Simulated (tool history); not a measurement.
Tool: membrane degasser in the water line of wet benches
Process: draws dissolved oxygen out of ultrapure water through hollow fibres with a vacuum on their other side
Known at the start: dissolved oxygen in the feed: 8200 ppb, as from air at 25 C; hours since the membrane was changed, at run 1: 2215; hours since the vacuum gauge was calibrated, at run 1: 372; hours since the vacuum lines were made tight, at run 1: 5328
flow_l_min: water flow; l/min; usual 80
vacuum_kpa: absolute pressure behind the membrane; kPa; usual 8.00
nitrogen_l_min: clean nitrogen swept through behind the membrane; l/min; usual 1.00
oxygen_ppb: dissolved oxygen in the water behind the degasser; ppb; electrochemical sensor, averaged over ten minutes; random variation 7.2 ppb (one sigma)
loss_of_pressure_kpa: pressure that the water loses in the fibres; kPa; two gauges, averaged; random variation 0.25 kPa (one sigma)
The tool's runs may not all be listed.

run	day	flow_l_min	vacuum_kpa	nitrogen_l_min	hours since the membrane was changed	hours since the vacuum gauge was calibrated	hours since the vacuum lines were made tight	oxygen_ppb	loss_of_pressure_kpa
1	0.000	80	8.00	1.00	2215	372	5328	726.9	66.66
2	2.654	76	8.00	1.00	2278	436	5391	703.5	63.32
3	3.946	67	8.00	1.00	2309	467	5422	617.9	55.99
4	5.892	80	8.00	1.00	2356	514	5469	726.5	66.78
5	8.150	80	8.00	1.00	2410	568	5523	725.8	66.84
6	9.888	92	8.00	1.00	2452	610	5565	841.6	76.78
7	11.325	92	8.00	1.00	2487	644	5600	833.4	76.81
8	12.867	92	8.00	1.00	2524	681	5637	849.8	77.26
9	15.525	103	8.00	1.00	2587	745	5700	942.3	86.58
10	18.046	103	8.00	1.00	2648	805	5761	940.0	86.45
11	19.833	103	8.00	1.00	2691	848	5804	930.1	86.03
12	21.708	103	8.00	1.00	2736	893	5849	938.2	86.38
13	23.796	80	8.00	1.00	2786	943	5899	748.5	66.97
14	25.738	80	8.00	1.00	2833	990	5945	750.0	67.30
15	27.583	80	8.00	1.00	2877	1034	5990	733.3	67.73
16	28.988	80	8.00	1.00	2911	1068	6023	728.4	67.33
17	30.417	80	8.00	1.88	2945	1102	6058	531.4	67.14
# day 30.696: seals of the vacuum lines changed
18	32.912	52	5.10	1.50	3003	1160	53	178.1	43.80
19	34.583	80	12.54	1.98	3043	1200	93	834.4	67.46
20	36.104	68	13.94	0.86	3079	1237	130	1367.6	56.93
21	37.808	122	8.00	1.26	3120	1278	171	1024.7	102.78
22	39.612	80	18.27	0.63	3163	1321	214	2327.6	67.66
23	42.417	64	6.60	1.41	3231	1388	281	374.3	54.12
24	45.050	103	15.19	1.41	3294	1451	345	1504.2	87.42
25	47.992	103	15.19	1.41	3365	1522	415	1540.6	87.12
26	49.571	99	8.00	1.00	3402	1560	453	914.6	83.96
27	52.504	59	7.09	2.11	3473	1630	523	303.2	50.17
28	54.033	51	5.81	2.11	3510	1667	560	182.1	43.03
29	55.808	80	8.00	0.96	3552	1710	603	764.5	67.93
30	57.633	51	11.33	1.54	3596	1753	647	580.7	43.17
31	59.117	80	7.09	2.36	3632	1789	682	417.8	67.94
32	61.129	55	4.83	1.10	3680	1837	730	214.6	46.67

Run 33 comes next. What will it give?
33	63.062	55	4.83	1.10	3726	1884	777	?	?

oxygen_ppb: 216.1 ppb
loss_of_pressure_kpa: 46.82 kPa
Without the tool's hidden state the same run would have given oxygen_ppb 198.3 ppb, loss_of_pressure_kpa 44.60 kPa.
